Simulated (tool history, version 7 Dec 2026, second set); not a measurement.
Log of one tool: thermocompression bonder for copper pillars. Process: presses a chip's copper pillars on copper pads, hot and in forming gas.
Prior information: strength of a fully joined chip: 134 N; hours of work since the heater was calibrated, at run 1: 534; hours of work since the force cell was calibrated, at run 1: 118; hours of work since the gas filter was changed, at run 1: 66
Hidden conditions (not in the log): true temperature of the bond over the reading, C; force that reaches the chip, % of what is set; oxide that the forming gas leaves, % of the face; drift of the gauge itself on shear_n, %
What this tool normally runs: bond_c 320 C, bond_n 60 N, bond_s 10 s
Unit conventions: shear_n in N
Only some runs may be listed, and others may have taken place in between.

run,hour,bond_c,bond_n,bond_s,hours of work since the heater was calibrated,hours of work since the force cell was calibrated,hours of work since the gas filter was changed,shear_n
1,0,320,60,10,534,118,66,99.7
2,17.3,320,60,10,542,125,73,99.4
3,29.5,320,60,10,547,131,79,100.8
4,44.2,320,54,10,553,137,85,93.7
5,57.4,320,54,10,559,143,91,94.3
6,73.9,320,60,10,566,150,98,99.2
7,86.1,320,60,10,572,156,104,99.4
8,102.4,320,60,10,579,163,111,98.4
9,116,320,60,10,585,169,117,99.2
10,132.5,341,59,5,592,176,124,92.5
11,145.6,341,59,5,598,182,130,92.7
12,154.9,341,59,5,602,186,134,91.7
13,172.6,339,36,10,610,194,142,83.6
14,187.4,328,86,10,616,200,148,114.9
15,204.5,328,83,11,624,208,156,116

Alternative continuations, all from the tool just after run 15; predict every row:
A,213.3,335,66,6,628,212,160,?
B,213.3,319,55,18,628,212,160,?
C,213.3,320,60,9,628,212,160,?
D,213.3,341,48,11,628,212,160,?

run,shear_n
A,97.1
B,105.8
C,96.8
D,100
Stripped of hidden state, with their random variation kept, the same runs would have yielded:
run,shear_n
A,97.1
B,106.4
C,96.2
D,100.2

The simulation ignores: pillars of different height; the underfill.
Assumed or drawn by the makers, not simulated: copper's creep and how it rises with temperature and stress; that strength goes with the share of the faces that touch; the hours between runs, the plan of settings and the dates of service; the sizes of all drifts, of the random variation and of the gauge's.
